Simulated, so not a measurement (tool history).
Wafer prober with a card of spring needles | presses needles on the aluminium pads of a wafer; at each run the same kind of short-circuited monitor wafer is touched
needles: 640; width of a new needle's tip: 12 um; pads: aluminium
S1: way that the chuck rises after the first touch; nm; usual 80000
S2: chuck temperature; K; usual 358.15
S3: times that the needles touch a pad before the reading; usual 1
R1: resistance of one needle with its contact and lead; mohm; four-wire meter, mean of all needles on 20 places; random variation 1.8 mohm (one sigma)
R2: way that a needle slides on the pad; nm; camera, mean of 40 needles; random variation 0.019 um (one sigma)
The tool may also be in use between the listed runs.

Run 1, day 0: usual settings. Result: R1 206 mohm, R2 16660 nm.
At day 0.179: tips cleaned on abrasive film.
At day 0.529: tips cleaned on abrasive film.
At day 0.967: tips cleaned on abrasive film.
At day 1.317: tips cleaned on abrasive film.
At day 1.671: tips cleaned on abrasive film.
At day 2.108: tips cleaned on abrasive film.
Run 2, day 2.296: usual settings. Result: R1 202 mohm, R2 16560 nm.
At day 2.471: tips cleaned on abrasive film.
At day 2.908: tips cleaned on abrasive film.
At day 3.262: tips cleaned on abrasive film.
At day 3.612: tips cleaned on abrasive film.
At day 3.971: height of the first contact set anew.
At day 4.062: tips cleaned on abrasive film.
At day 4.5: tips cleaned on abrasive film.
Run 3, day 4.529: usual settings. Result: R1 192 mohm, R2 16830 nm.
At day 4.883: tips cleaned on abrasive film.
At day 5.321: tips cleaned on abrasive film.
At day 5.758: tips cleaned on abrasive film.
Run 4, day 5.904: usual settings but S1 96000 nm. Result: R1 199 mohm, R2 20110 nm.
At day 6.171: tips cleaned on abrasive film.
At day 6.521: tips cleaned on abrasive film.
At day 6.958: tips cleaned on abrasive film.
At day 7.396: tips cleaned on abrasive film.
Run 5, day 7.458: usual settings but S1 96000 nm. Result: R1 189 mohm, R2 20090 nm.
At day 7.808: tips cleaned on abrasive film.
At day 8.158: tips cleaned on abrasive film.
At day 8.508: tips cleaned on abrasive film.
At day 8.862: tips cleaned on abrasive film.
At day 9.3: tips cleaned on abrasive film.
At day 9.738: tips cleaned on abrasive film.
Run 6, day 9.804: usual settings but S1 96000 nm. Result: R1 190 mohm, R2 19960 nm.
At day 10.154: tips cleaned on abrasive film.
At day 10.504: tips cleaned on abrasive film.
At day 10.854: tips cleaned on abrasive film.
Run 7, day 10.988: usual settings but S1 96000 nm. Result: R1 196 mohm, R2 19890 nm.
At day 11.254: tips cleaned on abrasive film.
At day 11.604: tips cleaned on abrasive film.
At day 12.042: tips cleaned on abrasive film.
At day 12.392: tips cleaned on abrasive film.
At day 12.746: tips cleaned on abrasive film.
Run 8, day 13.004: usual settings but S1 96000 nm. Result: R1 207 mohm, R2 19900 nm.
At day 13.096: tips cleaned on abrasive film.
At day 13.196: height of the first contact set anew.
At day 13.546: tips cleaned on abrasive film.
At day 13.983: tips cleaned on abrasive film.
At day 14.421: tips cleaned on abrasive film.
Run 9, day 14.546: usual settings but S1 96000 nm. Result: R1 195 mohm, R2 20170 nm.
At day 14.812: tips cleaned on abrasive film.
At day 15.162: tips cleaned on abrasive film.
At day 15.512: tips cleaned on abrasive film.
At day 15.867: tips cleaned on abrasive film.
At day 16.217: tips cleaned on abrasive film.
At day 16.567: tips cleaned on abrasive film.
Run 10, day 16.642: usual settings but S1 96000 nm, S2 368.15 K. Result: R1 198 mohm, R2 20100 nm.
At day 16.992: tips cleaned on abrasive film.
At day 17.346: tips cleaned on abrasive film.
At day 17.696: tips cleaned on abrasive film.
At day 18.046: tips cleaned on abrasive film.
At day 18.396: tips cleaned on abrasive film.
At day 18.833: tips cleaned on abrasive film.
Run 11, day 18.867: usual settings but S1 96000 nm, S2 368.15 K. Result: R1 192 mohm, R2 19980 nm.
At day 19.217: tips cleaned on abrasive film.
At day 19.567: tips cleaned on abrasive film.
At day 19.921: tips cleaned on abrasive film.
At day 20.271: tips cleaned on abrasive film.
At day 20.708: tips cleaned on abrasive film.
At day 21.058: tips cleaned on abrasive film.
At day 21.412: tips cleaned on abrasive film.
Run 12, day 21.6: usual settings but S1 96000 nm, S2 368.15 K. Result: R1 202 mohm, R2 19880 nm.
At day 21.775: tips cleaned on abrasive film.
At day 22.125: tips cleaned on abrasive film.
At day 22.479: tips cleaned on abrasive film.
At day 22.492: height of the first contact set anew.
At day 22.842: tips cleaned on abrasive film.
At day 23.192: tips cleaned on abrasive film.
At day 23.629: tips cleaned on abrasive film.
At day 24.067: tips cleaned on abrasive film.
Run 13, day 24.196: usual settings but S1 71000 nm, S2 376.15 K. Result: R1 216 mohm, R2 14880 nm.
At day 24.458: tips cleaned on abrasive film.
At day 24.812: tips cleaned on abrasive film.
At day 25.25: tips cleaned on abrasive film.
At day 25.688: tips cleaned on abrasive film.
At day 26.125: tips cleaned on abrasive film.
Run 14, day 26.292: usual settings but S1 71000 nm, S2 376.15 K. Result: R1 218 mohm, R2 14790 nm.
At day 26.558: tips cleaned on abrasive film.
At day 26.908: tips cleaned on abrasive film.
At day 27.258: tips cleaned on abrasive film.
At day 27.612: tips cleaned on abrasive film.
At day 27.962: tips cleaned on abrasive film.
At day 28.312: tips cleaned on abrasive film.
Run 15, day 28.412: usual settings but S2 323.15 K. Result: R1 196 mohm, R2 16590 nm.
At day 28.679: tips cleaned on abrasive film.
At day 29.029: tips cleaned on abrasive film.
At day 29.379: tips cleaned on abrasive film.
At day 29.729: tips cleaned on abrasive film.
At day 30.167: tips cleaned on abrasive film.
At day 30.608: tips cleaned on abrasive film.
Run 16, day 30.808: usual settings. Result: R1 215 mohm, R2 16510 nm.
At day 30.988: tips cleaned on abrasive film.
At day 31.338: tips cleaned on abrasive film.
At day 31.692: tips cleaned on abrasive film.
At day 31.788: height of the first contact set anew.
At day 32.054: tips cleaned on abrasive film.
At day 32.404: tips cleaned on abrasive film.
Run 17, day 32.458: usual settings but S2 300.15 K, S3 2. Result: R1 178 mohm, R2 16790 nm.
At day 32.808: tips cleaned on abrasive film.
At day 33.158: tips cleaned on abrasive film.
At day 33.512: tips cleaned on abrasive film.
Run 18, day 33.846: usual settings but S1 63000 nm, S2 391.15 K. Result: R1 249 mohm, R2 13180 nm.
At day 33.938: tips cleaned on abrasive film.
At day 34.288: tips cleaned on abrasive film.
At day 34.642: tips cleaned on abrasive film.
At day 34.992: tips cleaned on abrasive film.
At day 35.342: tips cleaned on abrasive film.
At day 35.696: tips cleaned on abrasive film.
Run 19, day 35.983: usual settings but S1 63000 nm, S2 391.15 K. Result: R1 243 mohm, R2 13090 nm.
At day 36.075: tips cleaned on abrasive film.
At day 36.425: tips cleaned on abrasive film.
At day 36.862: tips cleaned on abrasive film.
At day 37.3: tips cleaned on abrasive film.
At day 37.65: tips cleaned on abrasive film.
At day 38.004: tips cleaned on abrasive film.
Run 20, day 38.258: usual settings. Result: R1 219 mohm, R2 16590 nm.
At day 38.433: tips cleaned on abrasive film.
At day 38.788: tips cleaned on abrasive film.
At day 39.138: tips cleaned on abrasive film.
At day 39.488: tips cleaned on abrasive film.
At day 39.925: tips cleaned on abrasive film.
Run 21, day 40.021: usual settings but S1 61000 nm, S2 333.15 K. Result: R1 214 mohm, R2 12510 nm.
At day 40.288: tips cleaned on abrasive film.
At day 40.638: tips cleaned on abrasive film.
At day 41.075: tips cleaned on abrasive film.
At day 41.088: height of the first contact set anew.
At day 41.525: tips cleaned on abrasive film.
At day 41.879: tips cleaned on abrasive film.
Run 22, day 42.212: usual settings but S1 87000 nm, S2 333.15 K. Result: R1 209 mohm, R2 18290 nm.
At day 42.304: tips cleaned on abrasive film.
At day 42.654: tips cleaned on abrasive film.
At day 43.004: tips cleaned on abrasive film.
At day 43.446: tips cleaned on abrasive film.
At day 43.883: tips cleaned on abrasive film.
At day 44.233: tips cleaned on abrasive film.
Run 23, day 44.521: usual settings but S1 87000 nm, S2 333.15 K. Result: R1 216 mohm, R2 18170 nm.
At day 44.608: tips cleaned on abrasive film.
At day 44.962: tips cleaned on abrasive film.
At day 45.312: tips cleaned on abrasive film.
At day 45.662: tips cleaned on abrasive film.
At day 46.1: tips cleaned on abrasive film.
Run 24, day 46.238: usual settings but S1 87000 nm, S2 333.15 K. Result: R1 204 mohm, R2 18070 nm.

The same runs without the tool's hidden state, with the same run-to-run variation:
The hidden state here: debris on the tips, nm; way that the needles fall short of the set height, um; tips' diameter, um; drift of the gauge itself on contact_mohm, %; drift of the gauge itself on scrub_um, %.
run   R1     R2
  1  183  16850
  2  182  16830
  3  185  16860
  4  183  20180
  5  181  20230
  6  179  20180
  7  181  20160
  8  183  20240
  9  182  20210
 10  188  20220
 11  184  20190
 12  183  20190
 13  190  14930
 14  188  14920
 15  177  16820
 16  184  16820
 17  169  16810
 18  192  13240
 19  192  13250
 20  183  16830
 21  181  12830
 22  173  18320
 23  179  18300
 24  178  18270
